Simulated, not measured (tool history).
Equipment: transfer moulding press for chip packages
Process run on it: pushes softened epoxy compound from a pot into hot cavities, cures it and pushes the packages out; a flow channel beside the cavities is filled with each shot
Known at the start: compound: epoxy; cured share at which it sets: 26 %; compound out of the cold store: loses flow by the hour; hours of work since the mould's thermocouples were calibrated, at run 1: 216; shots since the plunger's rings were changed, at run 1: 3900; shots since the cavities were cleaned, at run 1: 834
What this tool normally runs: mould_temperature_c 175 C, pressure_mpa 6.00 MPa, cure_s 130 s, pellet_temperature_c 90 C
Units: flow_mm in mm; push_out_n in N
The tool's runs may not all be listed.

run	day	mould_temperature_c	pressure_mpa	cure_s	pellet_temperature_c	hours of work since the mould's thermocouples were calibrated	shots since the plunger's rings were changed	shots since the cavities were cleaned	incoming compound's hours out of the cold store	flow_mm	push_out_n
1	0.000	175	6.00	130	90	216	3900	834	15.2	742	835
# day 0.467: cavities cleaned with cleaning compound and waxed
2	0.700	175	6.00	130	90	224	4024	45	18.6	737	615
3	1.421	172	6.00	130	90	233	4165	186	12.7	758	848
# day 1.729: plunger's sealing rings changed
4	2.575	172	6.00	130	90	247	164	390	23.3	791	931
5	3.071	172	6.00	130	90	253	261	487	27.5	779	944
6	3.958	172	6.00	130	90	264	434	660	10.0	825	1016
7	4.912	172	6.00	130	90	276	620	846	37.8	749	941
# day 5.367: cavities cleaned with cleaning compound and waxed
8	5.812	172	6.00	130	90	287	783	87	31.0	768	759
9	6.846	175	6.00	130	90	300	984	288	12.8	792	759
10	7.292	175	6.00	130	90	306	1071	375	8.1	797	764
11	8.304	175	6.00	130	90	318	1268	572	20.2	766	805
12	9.192	180	6.54	130	94	330	1442	746	28.6	752	681
13	9.662	174	6.00	169	96	336	1533	837	44.7	711	685
# day 10.158: cavities cleaned with cleaning compound and waxed
14	10.771	174	6.04	169	87	349	1737	120	46.0	705	544
15	11.771	174	6.04	169	87	361	1931	314	17.0	777	620
16	12.242	180	6.33	130	90	367	2023	406	20.6	750	634
17	13.250	180	6.33	130	94	380	2219	602	11.7	776	701
18	14.096	181	4.57	140	80	391	2385	768	35.9	606	658
# day 14.896: cavities cleaned with cleaning compound and waxed
19	14.896	182	4.78	162	96	400	2528	0	41.1	601	463
20	15.750	175	5.16	140	90	411	2695	167	22.2	691	606
21	16.275	175	5.16	140	90	418	2797	269	22.0	687	674

Alternative continuations, all from the tool just after run 21; predict every row:
A	16.829	175	5.16	155	90	425	2905	377	32.4	?	?
B	16.829	175	4.64	130	97	425	2905	377	29.1	?	?
C	16.829	169	5.16	140	90	425	2905	377	41.9	?	?
D	16.829	174	5.16	135	90	425	2905	377	18.0	?	?
E	16.829	174	5.16	110	83	425	2905	377	38.0	?	?

run	flow_mm	push_out_n
A	668	635
B	636	736
C	666	903
D	700	732
E	656	1095
Without the tool's hidden state the same runs would have given:
run	flow_mm	push_out_n
A	708	469
B	675	548
C	707	678
D	742	547
E	696	824
